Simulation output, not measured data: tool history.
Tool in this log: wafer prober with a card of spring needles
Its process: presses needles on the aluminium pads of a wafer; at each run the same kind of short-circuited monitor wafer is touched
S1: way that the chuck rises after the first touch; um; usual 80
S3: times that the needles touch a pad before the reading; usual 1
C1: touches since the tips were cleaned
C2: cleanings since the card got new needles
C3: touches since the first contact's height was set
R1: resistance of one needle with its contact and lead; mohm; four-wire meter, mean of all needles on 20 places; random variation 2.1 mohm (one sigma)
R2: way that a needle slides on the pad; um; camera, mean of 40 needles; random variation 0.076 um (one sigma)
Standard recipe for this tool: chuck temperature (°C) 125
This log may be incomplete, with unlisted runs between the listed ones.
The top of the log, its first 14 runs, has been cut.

{"hour": 291.4, "done": "tips cleaned on abrasive film"}
{"hour": 307.3, "done": "tips cleaned on abrasive film"}
{"run": 15, "hour": 316.9, "S1": 80, "chuck temperature (°C)": 125, "S3": 1, "C1": 3726, "C2": 46, "C3": 93519, "R1": 229, "R2": 16.01}
{"hour": 323.1, "done": "tips cleaned on abrasive film"}
{"hour": 339.7, "done": "tips cleaned on abrasive film"}
{"run": 16, "hour": 344.6, "S1": 80, "chuck temperature (°C)": 125, "S3": 1, "C1": 1893, "C2": 48, "C3": 104171, "R1": 223, "R2": 16.03}
{"hour": 354.8, "done": "tips cleaned on abrasive film"}
{"run": 17, "hour": 363.0, "S1": 84, "chuck temperature (°C)": 125, "S3": 2, "C1": 3164, "C2": 49, "C3": 111270, "R1": 224, "R2": 16.79}
{"hour": 371.5, "done": "tips cleaned on abrasive film"}
{"run": 18, "hour": 382.3, "S1": 76, "chuck temperature (°C)": 57, "S3": 3, "C1": 4205, "C2": 50, "C3": 118725, "R1": 210, "R2": 15.14}
{"hour": 388.5, "done": "tips cleaned on abrasive film"}
{"run": 19, "hour": 397.4, "S1": 61, "chuck temperature (°C)": 125, "S3": 3, "C1": 3471, "C2": 51, "C3": 124529, "R1": 234, "R2": 12.21}
{"hour": 405.7, "done": "tips cleaned on abrasive film"}
{"run": 20, "hour": 413.7, "S1": 61, "chuck temperature (°C)": 125, "S3": 3, "C1": 3115, "C2": 52, "C3": 130801, "R1": 229, "R2": 12.27}
{"hour": 422.6, "done": "tips cleaned on abrasive film"}
{"run": 21, "hour": 436.5, "S1": 71, "chuck temperature (°C)": 102, "S3": 3, "C1": 5395, "C2": 53, "C3": 139604, "R1": 222, "R2": 14.3}
{"hour": 439.4, "done": "tips cleaned on abrasive film"}
{"hour": 455.7, "done": "tips cleaned on abrasive film"}
{"run": 22, "hour": 468.3, "S1": 62, "chuck temperature (°C)": 102, "S3": 1, "C1": 4872, "C2": 55, "C3": 151855, "R1": 224, "R2": 12.4}
{"hour": 472.2, "done": "tips cleaned on abrasive film"}
{"hour": 487.1, "done": "tips cleaned on abrasive film"}
{"run": 23, "hour": 487.1, "S1": 62, "chuck temperature (°C)": 102, "S3": 1, "C1": 0, "C2": 57, "C3": 159063, "R1": 228, "R2": 12.31}
{"hour": 502.0, "done": "tips cleaned on abrasive film"}
{"run": 24, "hour": 509.7, "S1": 62, "chuck temperature (°C)": 102, "S3": 1, "C1": 3012, "C2": 58, "C3": 167794, "R1": 224, "R2": 12.19}
{"hour": 518.5, "done": "tips cleaned on abrasive film"}
{"run": 25, "hour": 525.1, "S1": 87, "chuck temperature (°C)": 40, "S3": 1, "C1": 2561, "C2": 59, "C3": 173693, "R1": 209, "R2": 17.18}
{"hour": 534.2, "done": "tips cleaned on abrasive film"}
{"run": 26, "hour": 544.5, "S1": 82, "chuck temperature (°C)": 53, "S3": 1, "C1": 3997, "C2": 60, "C3": 181183, "R1": 208, "R2": 16.31}
{"hour": 549.7, "done": "tips cleaned on abrasive film"}
{"hour": 567.2, "done": "tips cleaned on abrasive film"}
{"run": 27, "hour": 575.6, "S1": 97, "chuck temperature (°C)": 125, "S3": 1, "C1": 3250, "C2": 62, "C3": 193154, "R1": 226, "R2": 19.15}
{"hour": 584.3, "done": "tips cleaned on abrasive film"}
{"hour": 586.0, "done": "height of the first contact set anew"}
{"hour": 589.1, "done": "gauge calibrated"}
{"run": 28, "hour": 591.4, "S1": 80, "chuck temperature (°C)": 125, "S3": 3, "C1": 2623, "C2": 63, "C3": 2085, "R1": 229, "R2": 16.26}
{"hour": 601.4, "done": "tips cleaned on abrasive film"}
{"run": 29, "hour": 613.1, "S1": 82, "chuck temperature (°C)": 125, "S3": 3, "C1": 4526, "C2": 64, "C3": 10477, "R1": 223, "R2": 16.68}
{"hour": 617.9, "done": "tips cleaned on abrasive film"}
{"hour": 633.0, "done": "tips cleaned on abrasive film"}
{"run": 30, "hour": 635.8, "S1": 82, "chuck temperature (°C)": 125, "S3": 3, "C1": 1087, "C2": 66, "C3": 19192, "R1": 229, "R2": 16.64}
{"hour": 649.7, "done": "tips cleaned on abrasive film"}
{"run": 31, "hour": 653.6, "S1": 82, "chuck temperature (°C)": 125, "S3": 3, "C1": 1489, "C2": 67, "C3": 26042, "R1": 223, "R2": 16.49}
{"hour": 664.8, "done": "tips cleaned on abrasive film"}
{"run": 32, "hour": 675.9, "S1": 66, "chuck temperature (°C)": 82, "S3": 2, "C1": 4331, "C2": 68, "C3": 34667, "R1": 220, "R2": 13.53}

Alternative continuations, all from the tool just after run 32; predict every row:
{"hour": 680.8, "done": "tips cleaned on abrasive film"}
{"run": "A", "hour": 694.1, "S1": 66, "chuck temperature (°C)": 51, "S3": 2, "C1": 5151, "C2": 69, "C3": 41652, "R1": "?", "R2": "?"}
{"hour": 680.8, "done": "tips cleaned on abrasive film"}
{"run": "B", "hour": 694.1, "S1": 69, "chuck temperature (°C)": 45, "S3": 2, "C1": 5151, "C2": 69, "C3": 41652, "R1": "?", "R2": "?"}
{"hour": 680.8, "done": "tips cleaned on abrasive film"}
{"run": "C", "hour": 694.1, "S1": 66, "chuck temperature (°C)": 82, "S3": 1, "C1": 5151, "C2": 69, "C3": 41652, "R1": "?", "R2": "?"}

run=A R1=215 R2=13.33
run=B R1=211 R2=13.90
run=C R1=218 R2=13.27
With the hidden condition removed and each run's random variation left untouched, the same runs would have given:
run=A R1=215 R2=13.38
run=B R1=211 R2=13.96
run=C R1=218 R2=13.33

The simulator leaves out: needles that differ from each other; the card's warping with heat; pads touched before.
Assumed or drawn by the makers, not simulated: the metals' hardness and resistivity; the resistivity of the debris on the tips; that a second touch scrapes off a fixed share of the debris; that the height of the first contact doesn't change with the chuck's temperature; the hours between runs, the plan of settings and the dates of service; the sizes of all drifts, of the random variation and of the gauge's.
